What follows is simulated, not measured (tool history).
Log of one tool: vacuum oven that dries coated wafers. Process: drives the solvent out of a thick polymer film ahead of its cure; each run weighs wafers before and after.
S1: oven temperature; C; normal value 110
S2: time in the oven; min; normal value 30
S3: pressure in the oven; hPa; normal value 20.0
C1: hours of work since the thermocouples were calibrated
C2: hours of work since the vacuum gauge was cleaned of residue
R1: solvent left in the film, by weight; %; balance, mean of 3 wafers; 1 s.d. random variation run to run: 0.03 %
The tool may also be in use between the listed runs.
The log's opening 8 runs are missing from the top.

run 9 hour=158.0 | S1=105 S2=30 S3=20.0 | C1=1247 C2=631 | R1=7.49
run 10 hour=188.4 | S1=105 S2=30 S3=20.0 | C1=1267 C2=651 | R1=7.43
run 11 hour=213.3 | S1=105 S2=30 S3=20.0 | C1=1284 C2=667 | R1=7.42
run 12 hour=231.0 | S1=105 S2=30 S3=20.0 | C1=1295 C2=679 | R1=7.48
run 13 hour=258.3 | S1=105 S2=30 S3=20.0 | C1=1313 C2=697 | R1=7.39
run 14 hour=272.0 | S1=105 S2=30 S3=20.0 | C1=1322 C2=706 | R1=7.40
run 15 hour=286.6 | S1=105 S2=30 S3=20.0 | C1=1332 C2=716 | R1=7.37
run 16 hour=300.7 | S1=123 S2=17 S3=16.1 | C1=1341 C2=725 | R1=5.49
run 17 hour=323.9 | S1=123 S2=17 S3=16.1 | C1=1356 C2=740 | R1=5.48
run 18 hour=337.2 | S1=102 S2=30 S3=20.0 | C1=1365 C2=749 | R1=8.28
run 19 hour=363.5 | S1=110 S2=23 S3=20.0 | C1=1382 C2=766 | R1=7.41
-- hour=375.1 oven's thermocouples calibrated
run 20 hour=378.6 | S1=110 S2=30 S3=46.2 | C1=2 C2=775 | R1=7.50
run 21 hour=397.3 | S1=110 S2=45 S3=10.3 | C1=15 C2=787 | R1=3.20
run 22 hour=421.7 | S1=112 S2=31 S3=20.0 | C1=31 C2=803 | R1=5.24
run 23 hour=448.6 | S1=117 S2=18 S3=20.0 | C1=48 C2=821 | R1=6.97
run 24 hour=466.3 | S1=102 S2=18 S3=22.4 | C1=60 C2=832 | R1=11.19
run 25 hour=486.5 | S1=100 S2=30 S3=20.0 | C1=73 C2=845 | R1=8.93
run 26 hour=500.6 | S1=122 S2=30 S3=21.9 | C1=82 C2=855 | R1=3.08
run 27 hour=526.7 | S1=122 S2=30 S3=14.2 | C1=100 C2=872 | R1=2.74
run 28 hour=549.8 | S1=122 S2=20 S3=63.1 | C1=115 C2=887 | R1=6.70
run 29 hour=573.8 | S1=120 S2=41 S3=38.9 | C1=130 C2=903 | R1=3.17
run 30 hour=600.1 | S1=104 S2=31 S3=31.1 | C1=148 C2=920 | R1=8.16

Here are 4 independent what-if runs from the current tool condition. What would each one return?
run A hour=628.5 | S1=104 S2=15 S3=31.1 | C1=166 C2=939 | R1=?
run B hour=628.5 | S1=116 S2=24 S3=35.7 | C1=166 C2=939 | R1=?
run C hour=628.5 | S1=112 S2=39 S3=20.0 | C1=166 C2=939 | R1=?
run D hour=628.5 | S1=115 S2=36 S3=20.0 | C1=166 C2=939 | R1=?

run=A R1=11.79
run=B R1=6.30
run=C R1=4.06
run=D R1=3.76
Had the tool no hidden state, the same runs would have come out as:
run=A R1=11.78
run=B R1=6.30
run=C R1=4.06
run=D R1=3.75
